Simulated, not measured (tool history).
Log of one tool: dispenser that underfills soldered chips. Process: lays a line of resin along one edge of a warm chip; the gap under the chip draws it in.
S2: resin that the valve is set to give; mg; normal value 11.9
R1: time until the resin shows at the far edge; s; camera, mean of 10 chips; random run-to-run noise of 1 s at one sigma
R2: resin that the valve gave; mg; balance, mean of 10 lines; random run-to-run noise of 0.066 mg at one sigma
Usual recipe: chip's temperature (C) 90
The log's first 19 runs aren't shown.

Run 20, hour 142.6: usual settings but chip's temperature (C) 76, S2 10.5 mg. Result: R1 259.2 s, R2 10.01 mg.
At hour 147.8: new syringe of resin.
Run 21, hour 152.5: usual settings but chip's temperature (C) 94. Result: R1 120.8 s, R2 11.24 mg.
At hour 158.9: new syringe of resin.
Run 22, hour 159.1: usual settings but chip's temperature (C) 94, S2 15.4 mg. Result: R1 88.1 s, R2 14.55 mg.
Run 23, hour 167.5: usual settings but chip's temperature (C) 97, S2 12.2 mg. Result: R1 136.4 s, R2 11.37 mg.
At hour 169.5: new syringe of resin.
Run 24, hour 173.6: usual settings but chip's temperature (C) 77, S2 12.7 mg. Result: R1 218.6 s, R2 11.90 mg.
At hour 180.1: new syringe of resin.
Run 25, hour 182.8: usual settings but chip's temperature (C) 77, S2 12.7 mg. Result: R1 202.5 s, R2 11.75 mg.
Run 26, hour 187.1: usual settings but chip's temperature (C) 77, S2 10.1 mg. Result: R1 287.8 s, R2 9.26 mg.
At hour 190.5: new syringe of resin.
Run 27, hour 193.2: usual settings but chip's temperature (C) 80, S2 10.1 mg. Result: R1 194.5 s, R2 9.25 mg.
At hour 201.2: new syringe of resin.
Run 28, hour 203.3: usual settings but chip's temperature (C) 98, S2 14.8 mg. Result: R1 84.4 s, R2 13.58 mg.
Run 29, hour 209.8: usual settings but S2 14.8 mg. Result: R1 168.6 s, R2 13.55 mg.
At hour 211.7: new syringe of resin.
At hour 214.7: dispensing valve cleaned and set on the balance.
Run 30, hour 218.8: usual settings but chip's temperature (C) 94, S2 11.4 mg. Result: R1 130.3 s, R2 11.44 mg.
At hour 223.2: new syringe of resin.
Run 31, hour 227.0: usual settings but chip's temperature (C) 97, S2 12.2 mg. Result: R1 99.8 s, R2 12.03 mg.
At hour 233.8: new syringe of resin.
Run 32, hour 236.9: usual settings but chip's temperature (C) 78, S2 14.2 mg. Result: R1 194.2 s, R2 14.08 mg.
Run 33, hour 242.4: usual settings but chip's temperature (C) 84, S2 11.7 mg. Result: R1 222.3 s, R2 11.66 mg.
At hour 244.6: new syringe of resin.
Run 34, hour 250.2: usual settings but chip's temperature (C) 92. Result: R1 133.3 s, R2 11.70 mg.

Below are 5 alternative next runs, each starting from the tool's condition after run 34. Predict each:
At hour 255.3: new syringe of resin.
Run A, hour 256.3: usual settings but S2 13.7 mg. Result: R1 ?, R2 ?.
At hour 255.3: new syringe of resin.
Run B, hour 256.3: usual settings but chip's temperature (C) 92, S2 14.0 mg. Result: R1 ?, R2 ?.
At hour 255.3: new syringe of resin.
Run C, hour 256.3: usual settings but chip's temperature (C) 92, S2 13.6 mg. Result: R1 ?, R2 ?.
At hour 255.3: new syringe of resin.
Run D, hour 256.3: usual settings but chip's temperature (C) 96, S2 13.0 mg. Result: R1 ?, R2 ?.
At hour 255.3: new syringe of resin.
Run E, hour 256.3: usual settings but chip's temperature (C) 101, S2 12.2 mg. Result: R1 ?, R2 ?.

run     R1     R2
  A  106.4  13.62
  B   99.9  13.77
  C   99.5  13.44
  D   85.3  12.77
  E   74.0  11.95
Take away the tool's hidden state, keep each run's random variation, and the runs would have read:
run    R1     R2
  A  95.8  13.82
  B  90.1  13.97
  C  89.7  13.64
  D  76.9  12.96
  E  66.7  12.13

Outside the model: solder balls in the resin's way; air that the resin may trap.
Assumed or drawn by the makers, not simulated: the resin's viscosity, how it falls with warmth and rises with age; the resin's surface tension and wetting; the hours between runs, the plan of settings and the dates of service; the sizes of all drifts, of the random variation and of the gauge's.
